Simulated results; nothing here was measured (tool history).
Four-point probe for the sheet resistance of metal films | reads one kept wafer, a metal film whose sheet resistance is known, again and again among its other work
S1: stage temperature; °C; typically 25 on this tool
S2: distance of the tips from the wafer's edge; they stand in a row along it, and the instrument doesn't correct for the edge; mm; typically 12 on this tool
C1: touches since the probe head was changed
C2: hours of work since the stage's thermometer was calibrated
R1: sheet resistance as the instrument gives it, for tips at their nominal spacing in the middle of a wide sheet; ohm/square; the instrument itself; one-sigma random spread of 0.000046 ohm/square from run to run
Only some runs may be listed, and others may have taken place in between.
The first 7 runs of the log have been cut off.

run,hour,S1,S2,C1,C2,R1
8,392.2,25,53,41046,269,0.230437
9,464.1,18,12,43460,318,0.230475
10,529.1,22,12,45639,362,0.231185
11,594.2,20,12,47821,406,0.230928
12,672.5,25,12,50447,460,0.231615
13,766.2,25,12,53592,524,0.231771
14,847.3,25,5,56311,579,0.238035
15,908.4,25,5,58363,621,0.238122
16,980.6,25,12,60784,670,0.231796
17,1050.0,25,12,63113,717,0.231773
18,1118.3,25,12,65402,764,0.231715
19,1173.9,28,12,67268,802,0.232129
20,1255.1,25,18,69993,857,0.230881
21,1341.3,25,18,72884,916,0.230940
22,1405.3,32,12,75030,960,0.232986

Run 23 has not been measured yet. What should we expect?
23,1460.1,32,12,76870,997,?

{"run 23": {"R1": 0.232878}}
Minus the tool's unlogged condition, the same run would have read R1 0.232897 ohm/square.
